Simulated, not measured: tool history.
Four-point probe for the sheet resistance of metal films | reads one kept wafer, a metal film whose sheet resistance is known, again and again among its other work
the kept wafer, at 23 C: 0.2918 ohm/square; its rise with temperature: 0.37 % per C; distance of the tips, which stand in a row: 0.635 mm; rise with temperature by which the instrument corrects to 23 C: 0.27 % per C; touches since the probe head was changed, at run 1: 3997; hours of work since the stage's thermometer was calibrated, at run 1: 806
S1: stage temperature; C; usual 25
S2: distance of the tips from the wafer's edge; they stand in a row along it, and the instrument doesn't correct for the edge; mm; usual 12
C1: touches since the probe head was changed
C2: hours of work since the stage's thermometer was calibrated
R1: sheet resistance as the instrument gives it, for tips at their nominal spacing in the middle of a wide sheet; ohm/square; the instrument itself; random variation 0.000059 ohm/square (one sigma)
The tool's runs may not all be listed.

run,hour,S1,S2,C1,C2,R1
1,0.0,25,12,3997,806,0.292755
2,20.7,25,12,4569,818,0.292827
3,32.4,25,12,4891,824,0.292880
4,52.7,25,12,5450,835,0.292677
5,77.8,25,12,6142,849,0.292837
6,94.5,25,12,6602,859,0.292835
7,116.9,25,12,7219,871,0.292841
8,133.9,25,12,7690,881,0.292845
9,158.5,30,12,8367,894,0.294258
10,184.6,25,45,9087,909,0.292406
11,205.6,25,45,9665,920,0.292484
12,218.1,25,45,10011,927,0.292411
13,230.2,23,12,10344,934,0.292309
14,252.9,23,12,10970,947,0.292211
15,276.9,25,12,11633,960,0.292947
16,302.4,25,9,12335,974,0.293218
17,315.0,25,9,12683,981,0.293179
18,339.0,26,28,13344,995,0.292816
19,363.8,19,29,14028,1008,0.290737
20,375.5,26,7,14351,1015,0.293996
21,387.7,26,7,14687,1022,0.293950
22,399.7,34,3,15019,1028,0.301888
23,414.7,21,10,15433,1037,0.291804
24,438.8,21,4,16097,1050,0.295215
25,451.1,19,13,16436,1057,0.291030
26,468.4,20,26,16913,1067,0.290952
27,491.9,20,26,17562,1080,0.291083
28,511.6,20,26,18105,1091,0.291080
29,531.5,20,26,18653,1102,0.291054
30,552.5,20,26,19232,1113,0.291136
31,563.7,20,26,19542,1120,0.290969
32,579.6,20,12,19980,1129,0.291437
33,591.6,30,25,20309,1135,0.294015

Forecast each of these 5 alternatives for the next run:
A,602.8,25,4,20618,1141,?
B,602.8,26,8,20618,1141,?
C,602.8,20,12,20618,1141,?
D,602.8,34,32,20618,1141,?
E,602.8,30,27,20618,1141,?

run,R1
A,0.296330
B,0.293707
C,0.291253
D,0.295051
E,0.293951
Without the tool's hidden state the same runs would have given:
run,R1
A,0.296312
B,0.293690
C,0.291235
D,0.295034
E,0.293934

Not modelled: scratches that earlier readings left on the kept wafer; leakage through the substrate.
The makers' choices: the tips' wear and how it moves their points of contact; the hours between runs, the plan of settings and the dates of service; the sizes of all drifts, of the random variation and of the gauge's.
